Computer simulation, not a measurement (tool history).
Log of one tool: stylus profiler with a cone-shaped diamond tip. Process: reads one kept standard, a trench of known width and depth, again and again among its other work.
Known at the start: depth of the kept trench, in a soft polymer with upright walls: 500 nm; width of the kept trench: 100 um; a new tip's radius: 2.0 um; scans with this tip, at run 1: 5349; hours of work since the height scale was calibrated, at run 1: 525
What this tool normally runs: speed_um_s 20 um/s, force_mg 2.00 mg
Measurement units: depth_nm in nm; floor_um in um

| run | hour | speed_um_s | force_mg | scans with this tip | hours of work since the height scale was calibrated | depth_nm | floor_um |
|---|---|---|---|---|---|---|---|
| 1 | 0.0 | 20 | 2.00 | 5349 | 525 | 503.07 | 96.74 |
| 2 | 17.6 | 20 | 2.00 | 5472 | 537 | 503.16 | 96.73 |
| 3 | 33.2 | 20 | 2.00 | 5580 | 548 | 502.94 | 96.68 |
| 4 | 57.1 | 20 | 2.00 | 5747 | 564 | 502.73 | 96.72 |
| 5 | 85.6 | 20 | 2.00 | 5945 | 583 | 502.95 | 96.75 |
| 6 | 113.8 | 20 | 2.00 | 6141 | 603 | 503.06 | 96.69 |
| 7 | 131.0 | 20 | 2.00 | 6260 | 614 | 503.12 | 96.67 |
| 8 | 156.2 | 72 | 2.00 | 6436 | 632 | 502.87 | 96.27 |
|  | 158.7 | height scale calibrated on a step standard |
| 9 | 183.0 | 26 | 2.38 | 6619 | 17 | 502.88 | 96.66 |
| 10 | 201.0 | 26 | 2.38 | 6744 | 29 | 503.04 | 96.52 |
| 11 | 228.2 | 41 | 1.17 | 6933 | 47 | 501.13 | 96.38 |
|  | 252.8 | height scale calibrated on a step standard, once more |
| 12 | 258.2 | 41 | 1.17 | 7138 | 4 | 502.35 | 96.33 |
| 13 | 275.0 | 41 | 1.33 | 7255 | 15 | 502.74 | 96.33 |
| 14 | 293.8 | 65 | 4.47 | 7386 | 28 | 506.48 | 96.39 |
| 15 | 310.5 | 32 | 1.76 | 7502 | 39 | 503.34 | 96.46 |
| 16 | 324.7 | 32 | 1.76 | 7600 | 49 | 503.33 | 96.50 |

What if the next run were any one of these 5? Each begins from the tool's condition after run 16:
| A | 343.7 | 36 | 2.98 | 7733 | 62 | ? | ? |
| B | 343.7 | 20 | 1.54 | 7733 | 62 | ? | ? |
| C | 343.7 | 20 | 1.80 | 7733 | 62 | ? | ? |
| D | 343.7 | 23 | 0.90 | 7733 | 62 | ? | ? |
| E | 343.7 | 61 | 2.32 | 7733 | 62 | ? | ? |

| run | depth_nm | floor_um |
|---|---|---|
| A | 504.88 | 96.44 |
| B | 502.93 | 96.53 |
| C | 503.40 | 96.53 |
| D | 502.05 | 96.46 |
| E | 503.92 | 96.28 |
The same runs, with their run-to-run variation unchanged, on a tool lacking any hidden condition would have given:
| run | depth_nm | floor_um |
|---|---|---|
| A | 505.05 | 97.12 |
| B | 503.11 | 97.21 |
| C | 503.58 | 97.21 |
| D | 502.23 | 97.14 |
| E | 504.10 | 96.95 |
